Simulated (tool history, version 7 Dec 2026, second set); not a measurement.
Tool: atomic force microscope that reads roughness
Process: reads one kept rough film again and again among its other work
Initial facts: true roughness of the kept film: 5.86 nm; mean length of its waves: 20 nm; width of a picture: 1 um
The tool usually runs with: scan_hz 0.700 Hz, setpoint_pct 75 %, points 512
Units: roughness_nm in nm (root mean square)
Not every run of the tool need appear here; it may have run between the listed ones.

run,day,scan_hz,setpoint_pct,points,roughness_nm
1,0.000,0.700,75,512,3.444
2,1.754,0.700,75,512,2.036
# day 3.312: new tip fitted
3,3.746,0.700,86,512,2.781
4,5.912,0.700,86,512,1.570
# day 6.608: new tip fitted
5,7.825,0.700,83,512,2.162
6,9.046,0.965,83,512,1.648
# day 9.917: new tip fitted
7,10.838,0.965,87,512,2.303
8,12.183,0.965,87,512,1.653
# day 13.138: new tip fitted
9,13.742,0.965,87,512,2.444
10,15.883,0.965,87,512,1.467
# day 16.371: new tip fitted
11,17.046,0.965,87,512,2.518
12,18.542,0.965,87,512,1.664
13,19.496,0.700,75,512,1.462
# day 19.671: new tip fitted
14,20.571,0.700,75,512,2.400
15,22.554,0.700,75,512,1.540
# day 23.004: new tip fitted
16,23.858,0.700,75,910,2.508
17,25.954,0.700,75,512,1.531
# day 26.329: new tip fitted
18,27.129,0.700,75,670,2.585
19,28.138,0.700,75,512,1.936
20,29.404,0.700,75,512,1.465
# day 29.612: new tip fitted
21,31.642,0.700,58,512,1.891
# day 32.883: new tip fitted
22,33.475,0.700,75,512,2.832
23,35.546,0.700,75,512,1.645
# day 36.133: new tip fitted
24,36.917,0.700,75,512,2.546
25,39.212,0.700,75,512,1.483
# day 39.375: new tip fitted
26,40.662,1.981,90,512,1.707
27,41.679,1.850,90,512,1.371
# day 42.683: new tip fitted
28,42.717,1.850,90,512,2.684
29,44.438,3.404,72,512,1.695
# day 46.042: new tip fitted
30,46.562,3.404,72,512,2.330
31,48.738,1.743,59,665,1.619
# day 49.283: new tip fitted
32,49.867,1.811,76,512,2.524
33,51.525,0.872,60,512,1.778
# day 52.554: new tip fitted
34,52.954,1.228,73,912,2.936
35,54.275,1.228,73,912,1.978
36,55.425,2.751,68,857,1.453
# day 55.825: new tip fitted
37,56.371,2.751,68,857,2.567
38,57.733,2.751,68,857,1.755
# day 59.154: new tip fitted
39,59.308,2.751,68,857,2.967
40,61.033,0.700,72,511,1.909
# day 62.408: new tip fitted
41,62.646,2.510,75,557,2.765
42,63.658,2.510,75,557,1.994
43,64.667,0.700,59,512,1.838

Estimate the outcome of run 44 from the log above:
# day 65.708: new tip fitted
44,65.829,0.700,59,512,?

roughness_nm: 3.271 nm (root mean square)
Take away the tool's hidden state, keep the run-to-run variation as it was, and the same run would have given roughness_nm 3.619 nm (root mean square).
